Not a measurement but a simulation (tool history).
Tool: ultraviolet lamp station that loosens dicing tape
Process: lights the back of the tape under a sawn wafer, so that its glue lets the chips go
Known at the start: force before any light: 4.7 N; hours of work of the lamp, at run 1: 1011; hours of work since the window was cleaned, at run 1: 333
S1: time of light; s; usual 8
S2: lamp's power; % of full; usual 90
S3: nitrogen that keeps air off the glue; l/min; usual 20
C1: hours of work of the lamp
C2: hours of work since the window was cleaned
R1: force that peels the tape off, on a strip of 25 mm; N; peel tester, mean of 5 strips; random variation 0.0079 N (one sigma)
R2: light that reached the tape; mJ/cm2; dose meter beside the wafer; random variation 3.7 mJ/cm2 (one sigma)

{"run": 1, "day": 0.0, "S1": 8, "S2": 90, "S3": 20, "C1": 1011, "C2": 333, "R1": 0.31, "R2": 618}
{"run": 2, "day": 3.079, "S1": 8, "S2": 90, "S3": 20, "C1": 1044, "C2": 366, "R1": 0.3, "R2": 610}
{"run": 3, "day": 5.371, "S1": 8, "S2": 87, "S3": 20, "C1": 1068, "C2": 390, "R1": 0.318, "R2": 587}
{"run": 4, "day": 8.821, "S1": 8, "S2": 87, "S3": 20, "C1": 1105, "C2": 427, "R1": 0.32, "R2": 586}
{"run": 5, "day": 12.538, "S1": 8, "S2": 90, "S3": 14, "C1": 1144, "C2": 467, "R1": 0.37, "R2": 607}
{"run": 6, "day": 14.738, "S1": 11, "S2": 90, "S3": 20, "C1": 1168, "C2": 490, "R1": 0.203, "R2": 839}
{"day": 15.204, "done": "window cleaned of glue's vapour"}
{"run": 7, "day": 16.488, "S1": 11, "S2": 90, "S3": 20, "C1": 1186, "C2": 14, "R1": 0.204, "R2": 836}
{"run": 8, "day": 18.108, "S1": 11, "S2": 90, "S3": 20, "C1": 1204, "C2": 31, "R1": 0.204, "R2": 845}
{"run": 9, "day": 20.983, "S1": 11, "S2": 90, "S3": 20, "C1": 1234, "C2": 62, "R1": 0.205, "R2": 838}
{"run": 10, "day": 23.088, "S1": 11, "S2": 90, "S3": 20, "C1": 1257, "C2": 84, "R1": 0.208, "R2": 833}
{"run": 11, "day": 25.071, "S1": 6, "S2": 90, "S3": 20, "C1": 1278, "C2": 105, "R1": 0.511, "R2": 461}
{"run": 12, "day": 28.292, "S1": 6, "S2": 90, "S3": 20, "C1": 1312, "C2": 139, "R1": 0.504, "R2": 456}
{"run": 13, "day": 30.738, "S1": 6, "S2": 90, "S3": 20, "C1": 1338, "C2": 166, "R1": 0.51, "R2": 452}
{"day": 31.362, "done": "lamp changed"}
{"run": 14, "day": 32.738, "S1": 6, "S2": 90, "S3": 20, "C1": 15, "C2": 186, "R1": 0.509, "R2": 460}
{"run": 15, "day": 36.117, "S1": 8, "S2": 90, "S3": 20, "C1": 51, "C2": 222, "R1": 0.302, "R2": 618}
{"run": 16, "day": 38.496, "S1": 8, "S2": 90, "S3": 20, "C1": 76, "C2": 248, "R1": 0.3, "R2": 613}
{"run": 17, "day": 41.721, "S1": 8, "S2": 90, "S3": 20, "C1": 110, "C2": 282, "R1": 0.318, "R2": 615}
{"run": 18, "day": 44.15, "S1": 10, "S2": 90, "S3": 20, "C1": 136, "C2": 308, "R1": 0.225, "R2": 763}
{"run": 19, "day": 47.912, "S1": 8, "S2": 90, "S3": 20, "C1": 176, "C2": 348, "R1": 0.309, "R2": 609}
{"run": 20, "day": 49.583, "S1": 5, "S2": 76, "S3": 20, "C1": 194, "C2": 366, "R1": 0.904, "R2": 323}
{"run": 21, "day": 52.388, "S1": 6, "S2": 67, "S3": 20, "C1": 224, "C2": 396, "R1": 0.826, "R2": 342}
{"run": 22, "day": 55.838, "S1": 9, "S2": 91, "S3": 8, "C1": 261, "C2": 433, "R1": 0.445, "R2": 696}
{"run": 23, "day": 59.296, "S1": 6, "S2": 79, "S3": 20, "C1": 298, "C2": 469, "R1": 0.632, "R2": 398}
{"day": 61.654, "done": "window cleaned of glue's vapour"}
{"run": 24, "day": 62.425, "S1": 6, "S2": 79, "S3": 20, "C1": 331, "C2": 8, "R1": 0.638, "R2": 404}
{"run": 25, "day": 65.129, "S1": 6, "S2": 69, "S3": 20, "C1": 360, "C2": 37, "R1": 0.788, "R2": 354}
{"run": 26, "day": 67.704, "S1": 14, "S2": 93, "S3": 20, "C1": 387, "C2": 64, "R1": 0.161, "R2": 1113}
{"run": 27, "day": 70.504, "S1": 10, "S2": 63, "S3": 7, "C1": 417, "C2": 94, "R1": 0.786, "R2": 539}
{"run": 28, "day": 73.733, "S1": 10, "S2": 63, "S3": 7, "C1": 451, "C2": 129, "R1": 0.784, "R2": 533}
{"run": 29, "day": 77.246, "S1": 7, "S2": 63, "S3": 7, "C1": 489, "C2": 166, "R1": 1.294, "R2": 373}
{"run": 30, "day": 79.579, "S1": 8, "S2": 90, "S3": 8, "C1": 514, "C2": 191, "R1": 0.586, "R2": 615}
{"run": 31, "day": 83.275, "S1": 8, "S2": 90, "S3": 6, "C1": 553, "C2": 230, "R1": 0.721, "R2": 607}
{"run": 32, "day": 86.446, "S1": 7, "S2": 90, "S3": 33, "C1": 587, "C2": 264, "R1": 0.303, "R2": 531}
{"run": 33, "day": 88.846, "S1": 7, "S2": 65, "S3": 33, "C1": 612, "C2": 290, "R1": 0.524, "R2": 384}
{"run": 34, "day": 92.104, "S1": 7, "S2": 65, "S3": 33, "C1": 647, "C2": 325, "R1": 0.525, "R2": 390}
{"run": 35, "day": 94.617, "S1": 8, "S2": 68, "S3": 30, "C1": 674, "C2": 351, "R1": 0.407, "R2": 461}
{"run": 36, "day": 97.133, "S1": 12, "S2": 67, "S3": 7, "C1": 701, "C2": 378, "R1": 0.497, "R2": 680}
{"run": 37, "day": 99.821, "S1": 12, "S2": 67, "S3": 7, "C1": 729, "C2": 407, "R1": 0.513, "R2": 687}

4 ways to go on from here, each from the tool as it stands after run 37. What would each give?
{"run": "A", "day": 101.821, "S1": 12, "S2": 98, "S3": 7, "C1": 751, "C2": 428, "R1": "?", "R2": "?"}
{"run": "B", "day": 101.821, "S1": 12, "S2": 64, "S3": 11, "C1": 751, "C2": 428, "R1": "?", "R2": "?"}
{"run": "C", "day": 101.821, "S1": 6, "S2": 67, "S3": 7, "C1": 751, "C2": 428, "R1": "?", "R2": "?"}
{"run": "D", "day": 101.821, "S1": 12, "S2": 65, "S3": 29, "C1": 751, "C2": 428, "R1": "?", "R2": "?"}

run=A R1=0.272 R2=998
run=B R1=0.412 R2=659
run=C R1=1.48 R2=341
run=D R1=0.237 R2=668
Without the tool's hidden state the same runs would have given:
run=A R1=0.27 R2=1001
run=B R1=0.41 R2=661
run=C R1=1.474 R2=342
run=D R1=0.236 R2=670
